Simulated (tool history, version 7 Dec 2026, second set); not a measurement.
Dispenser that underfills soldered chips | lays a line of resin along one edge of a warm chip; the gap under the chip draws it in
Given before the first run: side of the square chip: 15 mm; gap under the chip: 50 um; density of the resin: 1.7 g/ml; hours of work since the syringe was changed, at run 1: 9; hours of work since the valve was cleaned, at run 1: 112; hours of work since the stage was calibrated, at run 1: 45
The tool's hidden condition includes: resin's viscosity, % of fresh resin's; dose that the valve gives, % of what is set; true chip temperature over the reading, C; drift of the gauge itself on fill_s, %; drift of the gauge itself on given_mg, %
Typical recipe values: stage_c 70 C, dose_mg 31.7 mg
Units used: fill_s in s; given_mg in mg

run,hour,stage_c,dose_mg,hours of work since the syringe was changed,hours of work since the valve was cleaned,hours of work since the stage was calibrated,fill_s,given_mg
1,0,70,31.7,9,112,45,526.7,28.58
# hour 1.5: new syringe of resin
2,3.1,70,31.7,1,114,47,267.7,28.65
3,8.3,70,29.1,5,118,51,375.8,25.95
4,12.2,70,29.1,8,121,54,480.8,26.3
# hour 14.9: new syringe of resin
5,14.9,70,29.1,0,122,55,249.8,25.85
6,19.6,70,29.1,3,126,59,332.4,26
7,23.8,66,31.7,7,129,62,503.7,28.22
# hour 28.2: new syringe of resin
8,28.3,83,34.8,0,132,65,145.3,30.84
9,33.5,56,38.4,4,136,69,602.5,33.85

Run 10 comes next. What will it give?
10,37.3,58,36.6,7,138,71,?,?

{"run 10": {"fill_s": 704.6, "given_mg": 32.31}}
On a tool with no hidden condition, and with the same random variation, this run would have come out at fill_s 402.7 s, given_mg 36.7 mg.
